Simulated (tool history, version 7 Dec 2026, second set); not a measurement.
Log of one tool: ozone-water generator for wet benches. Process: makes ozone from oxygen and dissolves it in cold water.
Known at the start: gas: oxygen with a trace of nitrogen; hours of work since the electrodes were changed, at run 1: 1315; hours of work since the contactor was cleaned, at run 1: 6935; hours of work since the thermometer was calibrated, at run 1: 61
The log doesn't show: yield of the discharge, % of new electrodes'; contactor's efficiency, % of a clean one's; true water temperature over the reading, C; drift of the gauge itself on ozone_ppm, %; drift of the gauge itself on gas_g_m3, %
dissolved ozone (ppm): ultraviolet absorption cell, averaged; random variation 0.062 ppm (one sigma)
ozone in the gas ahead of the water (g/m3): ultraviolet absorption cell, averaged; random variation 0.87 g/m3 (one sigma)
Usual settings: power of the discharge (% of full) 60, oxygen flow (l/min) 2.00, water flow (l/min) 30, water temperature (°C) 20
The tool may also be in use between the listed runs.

run	hour	power of the discharge (% of full)	oxygen flow (l/min)	water flow (l/min)	water temperature (°C)	hours of work since the electrodes were changed	hours of work since the contactor was cleaned	hours of work since the thermometer was calibrated	dissolved ozone (ppm)	ozone in the gas ahead of the water (g/m3)
1	0.0	60	2.00	30	20	1315	6935	61	5.35	139.3
2	58.2	60	2.00	42	20	1358	6978	104	3.67	137.8
3	93.4	60	2.00	30	28	1384	7004	130	5.11	138.5
4	142.6	60	2.00	30	20	1420	7040	166	5.31	139.3
5	193.3	48	2.00	30	20	1458	7077	203	4.32	113.9
6	247.8	60	2.00	30	20	1498	7117	243	5.34	138.9
7	291.7	60	2.00	30	20	1530	7149	276	5.31	139.2
8	349.9	60	2.00	28	20	1573	7192	318	5.68	138.0
9	405.8	51	2.00	30	20	1614	7233	360	4.61	120.1
10	430.1	60	2.00	30	20	1632	7251	377	5.30	138.5
11	470.2	60	2.00	30	20	1661	7281	407	5.38	136.9
12	512.4	60	2.00	30	20	1692	7312	438	5.41	137.5
13	544.8	60	2.00	30	20	1716	7335	462	5.14	138.2
14	593.8	60	2.00	30	20	1752	7371	498	5.33	139.2
15	644.3	60	2.00	30	20	1789	7409	535	5.15	138.5
16	686.7	60	2.00	30	20	1820	7440	566	5.40	138.5
17	722.4	60	2.00	30	20	1846	7466	592	5.33	138.4
18	750.6	90	2.93	30	14	1867	7487	613	9.02	167.3
19	779.7	90	2.93	30	14	1888	7508	634	8.92	165.8
20	805.2	51	2.00	23	20	1907	7527	653	6.07	119.8
21	853.7	60	2.00	29	20	1943	7562	689	5.54	139.1
22	911.4	61	2.00	29	15	1985	7605	731	5.75	141.1
23	968.6	61	2.00	29	15	2027	7647	773	5.75	141.6
24	1011.7	61	2.00	29	15	2059	7679	805	5.71	140.7
# hour 1016.8: water thermometer calibrated
25	1057.8	61	1.92	29	20	2093	7712	30	5.44	143.2
26	1102.6	60	3.50	30	20	2125	7745	63	6.26	107.0
27	1134.1	68	2.56	18	20	2149	7768	86	10.42	137.4
28	1185.9	71	3.46	30	20	2187	7806	124	7.18	124.3
29	1237.4	46	1.36	34	24	2225	7844	162	3.06	130.4
30	1288.6	60	1.14	30	20	2262	7882	200	4.16	178.0
# hour 1291.9: water thermometer calibrated, once more
31	1320.1	60	1.14	30	20	2285	7904	21	4.19	177.9
32	1366.1	60	1.14	30	20	2319	7938	55	4.16	176.9
33	1395.5	60	1.14	30	20	2340	7960	76	4.19	175.3
34	1447.5	78	2.00	30	19	2379	7998	114	6.62	172.3

How the hidden state differs across the entries between the runs, from the last listed run before each to the first after it:
Between runs 24 and 25: water thermometer calibrated (hour 1016.8)
  true water temperature over the reading, C: 0.14 -> 0.23
  measured less the result without the state, dissolved ozone (ppm): -0.61 -> -0.59; ozone in the gas ahead of the water (g/m3): -3.3 -> -3.4
Between runs 30 and 31: water thermometer calibrated, once more (hour 1291.9)
  contactor's efficiency, % of a clean one's: 84.7 -> 84.6; true water temperature over the reading, C: 0.24 -> 0.03
  measured less the result without the state, dissolved ozone (ppm): -0.47 -> -0.47; ozone in the gas ahead of the water (g/m3): -4.5 -> -4.4
